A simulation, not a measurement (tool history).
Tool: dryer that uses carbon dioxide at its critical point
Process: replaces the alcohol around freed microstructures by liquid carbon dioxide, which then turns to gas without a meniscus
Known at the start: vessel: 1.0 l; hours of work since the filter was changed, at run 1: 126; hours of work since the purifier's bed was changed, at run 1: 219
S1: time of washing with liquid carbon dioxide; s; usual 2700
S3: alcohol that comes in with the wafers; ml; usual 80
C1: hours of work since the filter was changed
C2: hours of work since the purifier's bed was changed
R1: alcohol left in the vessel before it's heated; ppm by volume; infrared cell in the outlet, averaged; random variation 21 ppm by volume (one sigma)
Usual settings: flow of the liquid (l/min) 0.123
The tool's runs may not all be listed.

run 1 hour=0.0 | S1=2700 flow_of_the_liquid_(l/min)=0.123 S3=80 | C1=126 C2=219 | R1=1841
run 2 hour=19.1 | S1=4260 flow_of_the_liquid_(l/min)=0.123 S3=80 | C1=133 C2=226 | R1=248
run 3 hour=30.8 | S1=2700 flow_of_the_liquid_(l/min)=0.123 S3=80 | C1=137 C2=230 | R1=1892
run 4 hour=49.6 | S1=2700 flow_of_the_liquid_(l/min)=0.123 S3=80 | C1=144 C2=237 | R1=1853
run 5 hour=66.3 | S1=2700 flow_of_the_liquid_(l/min)=0.188 S3=80 | C1=150 C2=243 | R1=304
run 6 hour=81.8 | S1=2700 flow_of_the_liquid_(l/min)=0.123 S3=80 | C1=156 C2=249 | R1=1867
run 7 hour=91.1 | S1=2700 flow_of_the_liquid_(l/min)=0.123 S3=80 | C1=159 C2=252 | R1=1962
run 8 hour=100.9 | S1=2700 flow_of_the_liquid_(l/min)=0.123 S3=80 | C1=163 C2=256 | R1=1971
run 9 hour=110.0 | S1=2700 flow_of_the_liquid_(l/min)=0.123 S3=80 | C1=166 C2=259 | R1=1912
run 10 hour=131.5 | S1=2700 flow_of_the_liquid_(l/min)=0.123 S3=80 | C1=174 C2=267 | R1=2005
run 11 hour=146.0 | S1=2700 flow_of_the_liquid_(l/min)=0.123 S3=80 | C1=179 C2=272 | R1=2029
run 12 hour=160.0 | S1=2700 flow_of_the_liquid_(l/min)=0.123 S3=80 | C1=185 C2=278 | R1=1993
run 13 hour=182.2 | S1=2700 flow_of_the_liquid_(l/min)=0.123 S3=80 | C1=193 C2=286 | R1=2081
run 14 hour=192.5 | S1=2700 flow_of_the_liquid_(l/min)=0.123 S3=80 | C1=196 C2=289 | R1=2098
run 15 hour=212.4 | S1=2700 flow_of_the_liquid_(l/min)=0.123 S3=80 | C1=204 C2=297 | R1=2088
run 16 hour=230.0 | S1=2700 flow_of_the_liquid_(l/min)=0.150 S3=80 | C1=210 C2=303 | R1=992
run 17 hour=239.4 | S1=2580 flow_of_the_liquid_(l/min)=0.120 S3=46 | C1=214 C2=307 | R1=1606
run 18 hour=258.1 | S1=3600 flow_of_the_liquid_(l/min)=0.092 S3=36 | C1=220 C2=314 | R1=1035
run 19 hour=279.0 | S1=3480 flow_of_the_liquid_(l/min)=0.144 S3=71 | C1=228 C2=321 | R1=372
run 20 hour=296.4 | S1=3480 flow_of_the_liquid_(l/min)=0.144 S3=71 | C1=235 C2=328 | R1=379
-- hour=319.0 inlet filter changed
run 21 hour=319.0 | S1=3480 flow_of_the_liquid_(l/min)=0.144 S3=71 | C1=0 C2=336 | R1=220
run 22 hour=339.0 | S1=3480 flow_of_the_liquid_(l/min)=0.160 S3=71 | C1=7 C2=343 | R1=150
run 23 hour=354.9 | S1=3480 flow_of_the_liquid_(l/min)=0.160 S3=71 | C1=13 C2=349 | R1=151
run 24 hour=366.8 | S1=3480 flow_of_the_liquid_(l/min)=0.160 S3=71 | C1=18 C2=353 | R1=153
run 25 hour=378.2 | S1=3960 flow_of_the_liquid_(l/min)=0.133 S3=27 | C1=22 C2=357 | R1=119
run 26 hour=391.6 | S1=3960 flow_of_the_liquid_(l/min)=0.133 S3=27 | C1=27 C2=362 | R1=118
run 27 hour=413.0 | S1=1800 flow_of_the_liquid_(l/min)=0.133 S3=93 | C1=34 C2=370 | R1=5394
run 28 hour=434.3 | S1=1800 flow_of_the_liquid_(l/min)=0.133 S3=93 | C1=42 C2=378 | R1=5412
run 29 hour=447.8 | S1=1980 flow_of_the_liquid_(l/min)=0.175 S3=32 | C1=47 C2=383 | R1=592
run 30 hour=463.3 | S1=3000 flow_of_the_liquid_(l/min)=0.077 S3=27 | C1=53 C2=388 | R1=1769
run 31 hour=473.0 | S1=3000 flow_of_the_liquid_(l/min)=0.077 S3=100 | C1=56 C2=392 | R1=6277
run 32 hour=485.9 | S1=3000 flow_of_the_liquid_(l/min)=0.077 S3=100 | C1=61 C2=397 | R1=6465

Hidden state at the last listed run before each entry between runs and at the first one after, where it differs:
Between runs 20 and 21: inlet filter changed (hour 319.0)
  flow that reaches the vessel past the clogged filter, %: 88.6 -> 99.6; alcohol in the recycled carbon dioxide, ppm: 71.3 -> 72.9
  measured less the result without the state, R1: +220 -> +70 ppm by volume
